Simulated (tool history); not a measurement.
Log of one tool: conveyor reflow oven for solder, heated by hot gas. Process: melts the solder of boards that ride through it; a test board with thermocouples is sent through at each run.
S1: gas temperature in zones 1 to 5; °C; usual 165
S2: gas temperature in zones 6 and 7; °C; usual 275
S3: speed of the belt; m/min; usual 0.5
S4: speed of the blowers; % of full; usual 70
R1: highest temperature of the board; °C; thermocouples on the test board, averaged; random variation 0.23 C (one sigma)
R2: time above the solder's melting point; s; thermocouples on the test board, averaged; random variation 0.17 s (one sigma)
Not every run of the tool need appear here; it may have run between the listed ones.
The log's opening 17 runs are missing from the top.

run	hour	S1	S2	S3	S4	R1	R2
18	960.6	155	275	0.514	70	255.8	66
19	994.2	159	267	0.499	70	250.5	64.8
20	1025.7	159	267	0.499	70	250.1	64.6
21	1064.3	175	278	0.573	60	255.5	64
22	1122.5	152	267	0.593	60	239.1	38.9
23	1195.9	152	267	0.538	60	243.5	49
24	1227.5	163	275	0.595	53	245.4	48.3
25	1280	174	275	0.599	70	253.6	59.5
# hour 1316: flux residue cleaned out of gas plates and filters
26	1316	174	275	0.599	70	253.3	59.8
27	1354.2	152	275	0.599	70	248.9	48.5
28	1390.1	152	275	0.522	84	257.8	66.3
# hour 1450.2: belt drive overhauled, speed set with a stopwatch
29	1450.6	168	267	0.43	90	259.1	90.3
30	1491.2	177	270	0.5	70	256.4	76.8
31	1525.4	161	280	0.469	79	266.3	84.2

Consider 3 possible next runs. They are alternatives, not a sequence: every one starts from the tool as it was left by run 31. What does each give?
A	1573.7	156	289	0.447	70	?	?
B	1573.7	171	275	0.5	84	?	?
C	1573.7	165	264	0.564	51	?	?

run	R1	R2
A	273.9	91.4
B	262.1	79.2
C	238.8	44.1
Had the tool no hidden state, the same runs would have come out as:
run	R1	R2
A	273.9	91.5
B	262.2	79.2
C	238.8	44.2
